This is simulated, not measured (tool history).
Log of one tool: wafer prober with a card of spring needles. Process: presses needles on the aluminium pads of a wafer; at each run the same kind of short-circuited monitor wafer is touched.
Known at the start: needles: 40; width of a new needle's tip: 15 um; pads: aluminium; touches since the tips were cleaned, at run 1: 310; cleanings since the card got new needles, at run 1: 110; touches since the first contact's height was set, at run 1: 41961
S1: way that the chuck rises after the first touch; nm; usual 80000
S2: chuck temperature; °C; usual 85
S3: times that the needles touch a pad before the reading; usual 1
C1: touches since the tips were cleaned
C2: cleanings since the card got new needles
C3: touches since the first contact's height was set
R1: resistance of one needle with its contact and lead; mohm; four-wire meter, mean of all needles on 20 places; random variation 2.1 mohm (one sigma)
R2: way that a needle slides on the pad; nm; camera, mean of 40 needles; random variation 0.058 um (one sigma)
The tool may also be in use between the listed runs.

run   hour     S1  S2  S3    C1   C2      C3   R1     R2
  1      0  80000  85   1   310  110   41961  239  19780
       4.9  -- tips cleaned on abrasive film
       9.9  -- tips cleaned on abrasive film
      14.8  -- tips cleaned on abrasive film
      20.9  -- tips cleaned on abrasive film
      25.9  -- tips cleaned on abrasive film
        32  -- tips cleaned on abrasive film
      38.1  -- tips cleaned on abrasive film
      44.3  -- tips cleaned on abrasive film
      49.2  -- tips cleaned on abrasive film
      54.1  -- tips cleaned on abrasive film
      59.5  -- tips cleaned on abrasive film
  2   59.5  80000  85   1     0  121   67478  230  19460
      65.7  -- tips cleaned on abrasive film
      70.6  -- tips cleaned on abrasive film
      75.5  -- tips cleaned on abrasive film
      81.7  -- tips cleaned on abrasive film
      87.8  -- tips cleaned on abrasive film
      93.9  -- tips cleaned on abrasive film
     100.1  -- tips cleaned on abrasive film
       106  -- tips cleaned on abrasive film
  3    106  80000  85   1     0  129   87413  231  19470
     110.9  -- tips cleaned on abrasive film
     115.8  -- tips cleaned on abrasive film
     120.8  -- tips cleaned on abrasive film
     125.7  -- tips cleaned on abrasive film
     130.6  -- tips cleaned on abrasive film
     135.6  -- tips cleaned on abrasive film
     140.5  -- tips cleaned on abrasive film
     145.4  -- tips cleaned on abrasive film
     150.3  -- tips cleaned on abrasive film
     155.3  -- tips cleaned on abrasive film
  4  155.3  80000  85   1    22  139  108525  234  19370
     160.3  -- tips cleaned on abrasive film
     165.2  -- tips cleaned on abrasive film
     171.3  -- tips cleaned on abrasive film
     176.3  -- tips cleaned on abrasive film
     181.2  -- tips cleaned on abrasive film
     186.1  -- tips cleaned on abrasive film
     192.3  -- tips cleaned on abrasive film
     197.2  -- tips cleaned on abrasive film
     202.1  -- tips cleaned on abrasive film
     207.1  -- tips cleaned on abrasive film
  5  207.7  80000  85   2   299  149  130974  236  19340
     212.7  -- tips cleaned on abrasive film, once more
     217.6  -- tips cleaned on abrasive film
     223.7  -- tips cleaned on abrasive film
     228.7  -- tips cleaned on abrasive film
     233.6  -- tips cleaned on abrasive film
     239.7  -- tips cleaned on abrasive film
     244.7  -- tips cleaned on abrasive film
     249.6  -- tips cleaned on abrasive film
     254.5  -- tips cleaned on abrasive film
  6    258  80000  85   2  1503  158  152512  252  19230
     260.5  -- tips cleaned on abrasive film
     265.4  -- tips cleaned on abrasive film
     270.3  -- tips cleaned on abrasive film
     275.3  -- tips cleaned on abrasive film
     281.4  -- tips cleaned on abrasive film
     286.3  -- tips cleaned on abrasive film
     291.3  -- tips cleaned on abrasive film
     296.2  -- tips cleaned on abrasive film
  7  299.3  80000  85   2  1377  166  170233  249  19050
     301.9  -- tips cleaned on abrasive film
     306.8  -- tips cleaned on abrasive film
     312.9  -- tips cleaned on abrasive film
     317.8  -- tips cleaned on abrasive film
     322.8  -- tips cleaned on abrasive film
     327.7  -- tips cleaned on abrasive film
     333.8  -- tips cleaned on abrasive film
       340  -- tips cleaned on abrasive film
     346.1  -- tips cleaned on abrasive film
     352.3  -- tips cleaned on abrasive film
  8  353.5  95000  41   2   528  176  193432  222  22830
       358  -- tips cleaned on abrasive film
       363  -- tips cleaned on abrasive film
     367.9  -- tips cleaned on abrasive film
     372.8  -- tips cleaned on abrasive film
       379  -- tips cleaned on abrasive film
     383.9  -- tips cleaned on abrasive film
     388.8  -- tips cleaned on abrasive film
     393.9  -- height of the first contact set anew
     395.2  -- tips cleaned on abrasive film
  9  399.4  80000  85   1  1813  184    2341  265  20060
     400.7  -- tips cleaned on abrasive film
     405.6  -- tips cleaned on abrasive film
     410.6  -- tips cleaned on abrasive film
     415.5  -- tips cleaned on abrasive film
     420.4  -- tips cleaned on abrasive film
     425.4  -- tips cleaned on abrasive film
     431.5  -- tips cleaned on abrasive film
 10  431.7  80000  85   1    86  191   16135  238  19930
     436.6  -- tips cleaned on abrasive film
     442.8  -- tips cleaned on abrasive film
     448.9  -- tips cleaned on abrasive film
     453.8  -- tips cleaned on abrasive film
     458.7  -- tips cleaned on abrasive film
 11  461.9  80000  85   1  1397  196   29131  261  19830
     464.5  -- tips cleaned on abrasive film
     469.4  -- tips cleaned on abrasive film
     474.3  -- tips cleaned on abrasive film
     479.3  -- tips cleaned on abrasive film
     484.2  -- tips cleaned on abrasive film
     489.1  -- tips cleaned on abrasive film
     495.2  -- tips cleaned on abrasive film
     500.2  -- tips cleaned on abrasive film
 12  501.7  63000  85   2   670  204   46146  247  15510
     505.4  -- tips cleaned on abrasive film
     511.6  -- tips cleaned on abrasive film
     517.7  -- tips cleaned on abrasive film
     522.6  -- tips cleaned on abrasive film
     527.6  -- tips cleaned on abrasive film
     533.7  -- tips cleaned on abrasive film
     538.6  -- tips cleaned on abrasive film
     543.6  -- tips cleaned on abrasive film
     549.7  -- tips cleaned on abrasive film
 13  549.9  61000  47   3    84  213   66794  223  14960

Forecast each of these 5 alternatives for the next run:
     554.8  -- tips cleaned on abrasive film
     559.8  -- tips cleaned on abrasive film
     564.7  -- tips cleaned on abrasive film
     570.8  -- tips cleaned on abrasive film
       577  -- tips cleaned on abrasive film
     581.9  -- tips cleaned on abrasive film
  A  582.2  69000  85   1  119  219  80622   ?   ?
     554.8  -- tips cleaned on abrasive film
     559.8  -- tips cleaned on abrasive film
     564.7  -- tips cleaned on abrasive film
     570.8  -- tips cleaned on abrasive film
       577  -- tips cleaned on abrasive film
     581.9  -- tips cleaned on abrasive film
  B  582.2  91000  39   1  119  219  80622   ?   ?
     554.8  -- tips cleaned on abrasive film
     559.8  -- tips cleaned on abrasive film
     564.7  -- tips cleaned on abrasive film
     570.8  -- tips cleaned on abrasive film
       577  -- tips cleaned on abrasive film
     581.9  -- tips cleaned on abrasive film
  C  582.2  65000  72   1  119  219  80622   ?   ?
     554.8  -- tips cleaned on abrasive film
     559.8  -- tips cleaned on abrasive film
     564.7  -- tips cleaned on abrasive film
     570.8  -- tips cleaned on abrasive film
       577  -- tips cleaned on abrasive film
     581.9  -- tips cleaned on abrasive film
  D  582.2  66000  58   2  119  219  80622   ?   ?
     554.8  -- tips cleaned on abrasive film
     559.8  -- tips cleaned on abrasive film
     564.7  -- tips cleaned on abrasive film
     570.8  -- tips cleaned on abrasive film
       577  -- tips cleaned on abrasive film
     581.9  -- tips cleaned on abrasive film
  E  582.2  80000  98   3  119  219  80622   ?   ?

run   R1     R2
  A  244  16760
  B  223  22350
  C  239  15850
  D  228  16090
  E  235  19550
Without the tool's hidden state the same runs would have given:
run   R1     R2
  A  230  17140
  B  215  22730
  C  225  16230
  D  219  16470
  E  231  19930
